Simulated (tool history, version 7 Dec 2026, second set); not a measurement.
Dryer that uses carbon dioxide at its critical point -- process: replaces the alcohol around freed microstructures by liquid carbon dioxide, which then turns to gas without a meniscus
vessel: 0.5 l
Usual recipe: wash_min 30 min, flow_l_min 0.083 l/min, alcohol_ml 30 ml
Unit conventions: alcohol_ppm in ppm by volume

run	hour	wash_min	flow_l_min	alcohol_ml	alcohol_ppm
1	0	30	0.083	30	1490
2	19.6	26	0.083	30	2490
3	37.8	26	0.083	30	2534
4	57.3	26	0.083	30	2486
5	74.3	26	0.0721	30	3870
6	92	26	0.0721	30	3988
7	105.1	30	0.083	30	1685
8	121	42	0.083	30	458
9	139.3	42	0.083	30	477
10	154.6	42	0.083	30	484
11	169	42	0.083	30	496
12	179.9	42	0.083	30	504
# hour 193.5: inlet filter changed
13	199.7	42	0.083	30	363
14	211.5	42	0.083	30	360
15	227.7	42	0.083	30	376
16	237.5	42	0.083	30	384
17	248.8	29	0.1234	22	278
18	267	29	0.1234	22	271
19	282.6	29	0.1234	22	286
20	302	31	0.1007	76	1378
21	317.6	31	0.1007	76	1393
22	329.1	42	0.083	65	790
23	338.9	22	0.0647	45	10815
24	350.6	22	0.0647	86	20546
25	367.5	22	0.0647	86	20778
26	379.1	22	0.0647	86	20539
27	389.5	44	0.0558	39	2176
28	409.1	44	0.0981	56	300

Predict each of these 3 candidate next runs independently; none follows another, all start after run 28:
A	428.4	44	0.1042	56	?
B	428.4	18	0.0826	89	?
C	428.4	30	0.0503	30	?

run	alcohol_ppm
A	243
B	19897
C	6858
The same runs, with their run-to-run variation unchanged, on a tool lacking any hidden condition would have given:
run	alcohol_ppm
A	80
B	17133
C	5833

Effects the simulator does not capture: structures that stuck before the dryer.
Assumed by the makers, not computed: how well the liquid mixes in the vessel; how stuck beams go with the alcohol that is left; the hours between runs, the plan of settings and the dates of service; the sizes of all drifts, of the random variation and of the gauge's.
